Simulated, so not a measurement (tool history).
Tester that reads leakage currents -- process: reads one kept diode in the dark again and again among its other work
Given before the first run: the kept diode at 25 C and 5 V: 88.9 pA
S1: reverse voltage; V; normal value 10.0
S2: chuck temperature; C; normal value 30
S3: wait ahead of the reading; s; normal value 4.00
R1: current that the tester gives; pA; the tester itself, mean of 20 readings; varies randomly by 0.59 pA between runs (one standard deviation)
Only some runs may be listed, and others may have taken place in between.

run	hour	S1	S2	S3	R1
1	0.0	10.0	30	4.00	201.92
2	31.9	6.0	30	4.00	154.39
3	61.8	6.0	30	4.00	154.65
4	79.4	10.0	30	2.43	203.30
5	108.8	8.2	30	4.00	181.87
6	135.4	8.2	30	4.00	182.21
7	164.6	10.0	27	4.00	159.46
8	182.9	10.0	30	4.00	202.82
9	214.7	10.0	30	4.00	202.88
10	233.8	10.0	30	1.99	203.71
11	250.9	10.0	30	1.99	203.16
12	267.5	10.0	30	4.00	203.12
13	298.6	10.0	30	4.00	203.84
14	330.8	10.0	30	4.00	203.98
15	361.3	5.4	30	4.00	146.16
16	381.9	10.0	45	4.00	638.13
17	400.1	1.8	31	0.63	89.02
18	420.6	11.4	31	0.63	239.33
19	436.9	11.4	31	0.63	240.18
20	458.8	10.0	28	0.64	177.19
21	483.5	4.4	49	2.81	549.68
22	506.6	4.4	40	2.81	285.54
23	540.6	4.4	40	2.81	287.39
24	569.4	4.4	40	2.81	285.53
25	592.4	9.6	58	2.42	1565.73
26	606.8	3.6	33	0.34	152.60
27	621.5	3.6	33	0.34	152.67
28	646.0	10.0	43	4.00	555.61
29	660.9	1.9	47	4.00	308.40
30	676.8	1.9	47	4.00	307.18
31	694.9	13.4	43	1.68	647.57
32	719.7	13.4	43	1.68	647.79

Forecast each of these 5 alternatives for the next run:
A	751.3	13.2	30	1.68	?
B	751.3	1.8	30	0.80	?
C	751.3	14.4	30	7.42	?
D	751.3	11.9	26	1.68	?
E	751.3	13.4	30	1.68	?

run	R1
A	240.41
B	82.82
C	250.55
D	164.62
E	241.05
Had the tool no hidden state, the same runs would have come out as:
run	R1
A	226.95
B	78.91
C	236.29
D	154.51
E	227.53

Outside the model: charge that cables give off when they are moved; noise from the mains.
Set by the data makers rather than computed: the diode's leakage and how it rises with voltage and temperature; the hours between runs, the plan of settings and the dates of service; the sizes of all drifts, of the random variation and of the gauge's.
